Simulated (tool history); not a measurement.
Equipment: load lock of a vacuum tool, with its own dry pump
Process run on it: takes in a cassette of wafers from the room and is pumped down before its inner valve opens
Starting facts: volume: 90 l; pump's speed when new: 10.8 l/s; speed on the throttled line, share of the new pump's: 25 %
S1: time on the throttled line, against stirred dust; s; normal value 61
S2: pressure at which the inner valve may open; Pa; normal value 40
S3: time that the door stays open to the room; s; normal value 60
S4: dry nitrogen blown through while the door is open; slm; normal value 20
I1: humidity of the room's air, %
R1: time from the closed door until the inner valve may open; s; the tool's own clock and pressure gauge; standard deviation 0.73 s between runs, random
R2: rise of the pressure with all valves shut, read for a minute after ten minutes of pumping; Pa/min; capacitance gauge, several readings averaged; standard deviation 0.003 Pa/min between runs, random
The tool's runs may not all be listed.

Run 1, hour 0.0: usual settings; I1 46.6. Result: R1 113.0 s, R2 0.224 Pa/min.
Run 2, hour 382.0: usual settings; I1 44.9. Result: R1 114.0 s, R2 0.223 Pa/min.
Run 3, hour 629.8: usual settings but S3 110 s; I1 44.9. Result: R1 111.3 s, R2 0.249 Pa/min.
Run 4, hour 1033.5: usual settings but S4 11 slm; I1 45.0. Result: R1 112.2 s, R2 0.239 Pa/min.
Run 5, hour 1253.5: usual settings but S4 11 slm; I1 43.4. Result: R1 112.0 s, R2 0.240 Pa/min.
Run 6, hour 1505.9: usual settings but S2 55 Pa; I1 43.5. Result: R1 112.4 s, R2 0.245 Pa/min.
Run 7, hour 1840.9: usual settings but S1 30 s; I1 47.0. Result: R1 89.9 s, R2 0.245 Pa/min.
Run 8, hour 2339.6: usual settings but S3 43 s; I1 42.3. Result: R1 113.3 s, R2 0.241 Pa/min.
Run 9, hour 2766.5: usual settings but S1 63 s; I1 43.9. Result: R1 116.5 s, R2 0.258 Pa/min.
Run 10, hour 3028.7: usual settings but S1 63 s; I1 44.2. Result: R1 115.8 s, R2 0.260 Pa/min.
Run 11, hour 3377.2: usual settings but S1 63 s; I1 45.1. Result: R1 114.6 s, R2 0.271 Pa/min.
Run 12, hour 3677.1: usual settings; I1 42.6. Result: R1 114.3 s, R2 0.268 Pa/min.
Run 13, hour 4081.8: usual settings; I1 45.8. Result: R1 115.0 s, R2 0.281 Pa/min.
Run 14, hour 4525.4: usual settings; I1 45.0. Result: R1 115.4 s, R2 0.288 Pa/min.
Run 15, hour 4932.5: usual settings but S2 59 Pa; I1 45.7. Result: R1 111.5 s, R2 0.291 Pa/min.
Run 16, hour 5260.3: usual settings but S1 115 s, S2 59 Pa; I1 47.8. Result: R1 151.8 s, R2 0.298 Pa/min.
Run 17, hour 5748.3: usual settings but S4 5 slm; I1 45.6. Result: R1 114.7 s, R2 0.316 Pa/min.
Run 18, hour 6124.3: usual settings but S3 232 s, S4 44 slm; I1 45.9. Result: R1 115.1 s, R2 0.334 Pa/min.
Run 19, hour 6479.4: usual settings but S3 232 s, S4 44 slm; I1 46.7. Result: R1 115.1 s, R2 0.353 Pa/min.
Run 20, hour 6843.8: usual settings but S2 28 Pa, S3 232 s, S4 44 slm; I1 43.1. Result: R1 117.8 s, R2 0.351 Pa/min.
Run 21, hour 7175.4: usual settings but S2 28 Pa, S3 70 s, S4 6 slm; I1 45.7. Result: R1 119.2 s, R2 0.353 Pa/min.
Run 22, hour 7501.2: usual settings but S2 28 Pa, S3 70 s, S4 6 slm; I1 44.3. Result: R1 118.0 s, R2 0.352 Pa/min.
Run 23, hour 7880.1: usual settings but S2 43 Pa, S3 70 s, S4 17 slm; I1 47.4. Result: R1 116.2 s, R2 0.354 Pa/min.
Run 24, hour 8316.8: usual settings but S2 48 Pa, S3 140 s; I1 47.1. Result: R1 114.8 s, R2 0.386 Pa/min.
Run 25, hour 8538.7: usual settings but S1 78 s, S2 48 Pa, S3 140 s; I1 44.0. Result: R1 128.2 s, R2 0.374 Pa/min.
Run 26, hour 9018.1: usual settings but S1 63 s, S3 55 s; I1 44.0. Result: R1 117.7 s, R2 0.365 Pa/min.
Run 27, hour 9497.8: usual settings but S1 63 s, S3 55 s; I1 40.9. Result: R1 117.9 s, R2 0.373 Pa/min.
Run 28, hour 9957.9: usual settings but S1 63 s, S3 237 s; I1 46.4. Result: R1 119.3 s, R2 0.441 Pa/min.
Run 29, hour 10163.9: usual settings but S2 53 Pa; I1 48.8. Result: R1 115.6 s, R2 0.387 Pa/min.
Run 30, hour 10586.5: usual settings but S1 31 s, S2 33 Pa, S3 202 s, S4 10 slm; I1 45.7. Result: R1 97.6 s, R2 0.457 Pa/min.
Run 31, hour 10808.2: usual settings but S1 31 s, S2 33 Pa, S3 202 s, S4 10 slm; I1 47.0. Result: R1 97.6 s, R2 0.479 Pa/min.
Run 32, hour 11294.0: usual settings but S1 31 s, S2 33 Pa, S3 202 s, S4 10 slm; I1 42.3. Result: R1 98.8 s, R2 0.474 Pa/min.
Run 33, hour 11548.4: usual settings but S1 31 s, S2 33 Pa, S3 202 s, S4 10 slm; I1 46.7. Result: R1 99.7 s, R2 0.477 Pa/min.

Difference, measured minus no-hidden-state, one row per run. Run-to-run variation is common to both terms; the gauge's own scatter need not be:
Unlogged tool condition in this case: pump's speed, % of a new pump's; leak at the door's seal, Pa l/s; drift of the gauge itself on ready_s, %; drift of the gauge itself on rise_pa_min, %.
run    R1      R2
  1  +0.6  +0.181
  2  +0.8  +0.189
  3  +0.9  +0.195
  4  +1.1  +0.200
  5  +1.2  +0.202
  6  +1.3  +0.206
  7  +1.7  +0.206
  8  +1.7  +0.215
  9  +1.9  +0.223
 10  +2.1  +0.226
 11  +2.2  +0.232
 12  +2.4  +0.239
 13  +2.5  +0.249
 14  +2.8  +0.250
 15  +2.7  +0.254
 16  +2.3  +0.263
 17  +3.4  +0.268
 18  +3.5  +0.274
 19  +3.7  +0.290
 20  +4.3  +0.289
 21  +4.5  +0.292
 22  +4.6  +0.300
 23  +4.5  +0.309
 24  +4.5  +0.316
 25  +4.2  +0.317
 26  +5.0  +0.330
 27  +5.2  +0.341
 28  +5.5  +0.345
 29  +5.4  +0.350
 30  +7.1  +0.359
 31  +7.3  +0.372
 32  +7.7  +0.380
 33  +7.9  +0.375
